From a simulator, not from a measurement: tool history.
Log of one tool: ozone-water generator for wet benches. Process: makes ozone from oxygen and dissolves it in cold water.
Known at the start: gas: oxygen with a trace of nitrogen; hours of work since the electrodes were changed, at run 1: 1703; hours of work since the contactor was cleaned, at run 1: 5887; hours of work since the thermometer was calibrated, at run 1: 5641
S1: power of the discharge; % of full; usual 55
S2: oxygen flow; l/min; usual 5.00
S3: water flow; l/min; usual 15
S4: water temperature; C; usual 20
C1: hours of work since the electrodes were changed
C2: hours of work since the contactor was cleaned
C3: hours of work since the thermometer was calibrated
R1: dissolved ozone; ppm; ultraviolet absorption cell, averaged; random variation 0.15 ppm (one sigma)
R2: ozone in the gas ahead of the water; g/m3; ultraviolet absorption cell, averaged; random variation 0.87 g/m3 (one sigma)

Run 1, hour 0.0: usual settings; C1 1703; C2 5887; C3 5641. Result: R1 17.6 ppm, R2 139.1 g/m3.
Run 2, hour 33.3: usual settings but S2 6.51 l/min; C1 1726; C2 5910; C3 5664. Result: R1 18.1 ppm, R2 125.1 g/m3.
Run 3, hour 97.8: usual settings but S1 62 % of full; C1 1770; C2 5954; C3 5707. Result: R1 19.3 ppm, R2 152.0 g/m3.
Run 4, hour 165.1: usual settings but S1 62 % of full; C1 1815; C2 5999; C3 5753. Result: R1 19.2 ppm, R2 150.8 g/m3.
Run 5, hour 211.9: usual settings; C1 1847; C2 6031; C3 5785. Result: R1 17.8 ppm, R2 138.1 g/m3.
Run 6, hour 239.5: usual settings; C1 1866; C2 6050; C3 5804. Result: R1 17.4 ppm, R2 137.4 g/m3.
Run 7, hour 273.6: usual settings; C1 1889; C2 6073; C3 5827. Result: R1 17.8 ppm, R2 139.8 g/m3.
Run 8, hour 309.6: usual settings but S4 16 C; C1 1914; C2 6098; C3 5851. Result: R1 18.4 ppm, R2 137.3 g/m3.
Run 9, hour 341.2: usual settings but S1 56 % of full; C1 1935; C2 6119; C3 5873. Result: R1 17.7 ppm, R2 140.1 g/m3.
Run 10, hour 401.5: usual settings but S3 10 l/min; C1 1976; C2 6160; C3 5914. Result: R1 22.5 ppm, R2 138.7 g/m3.
Run 11, hour 435.3: usual settings but S2 3.41 l/min, S4 15 C; C1 1999; C2 6183; C3 5937. Result: R1 17.7 ppm, R2 158.1 g/m3.
At hour 467.4: water thermometer calibrated.
Run 12, hour 495.8: usual settings but S2 3.41 l/min, S3 24 l/min, S4 15 C; C1 2040; C2 6224; C3 19. Result: R1 11.4 ppm, R2 157.5 g/m3.
Run 13, hour 545.1: usual settings but S1 47 % of full, S2 3.74 l/min, S3 18 l/min; C1 2074; C2 6257; C3 53. Result: R1 12.8 ppm, R2 137.1 g/m3.
Run 14, hour 588.8: usual settings but S1 47 % of full, S2 3.74 l/min, S3 18 l/min; C1 2103; C2 6287; C3 83. Result: R1 12.7 ppm, R2 136.7 g/m3.
Run 15, hour 642.0: usual settings but S1 47 % of full, S2 3.74 l/min, S3 18 l/min; C1 2140; C2 6323; C3 119. Result: R1 13.3 ppm, R2 137.1 g/m3.

The next listed run, before its measurement:
Run 16, hour 677.9: usual settings but S1 73 % of full, S4 13 C; C1 2164; C2 6348; C3 143. Result: R1 ?, R2 ?.

R1: 24.1 ppm
R2: 167.2 g/m3
Without the tool's hidden state the same run would have given R1 25.6 ppm, R2 173.2 g/m3.

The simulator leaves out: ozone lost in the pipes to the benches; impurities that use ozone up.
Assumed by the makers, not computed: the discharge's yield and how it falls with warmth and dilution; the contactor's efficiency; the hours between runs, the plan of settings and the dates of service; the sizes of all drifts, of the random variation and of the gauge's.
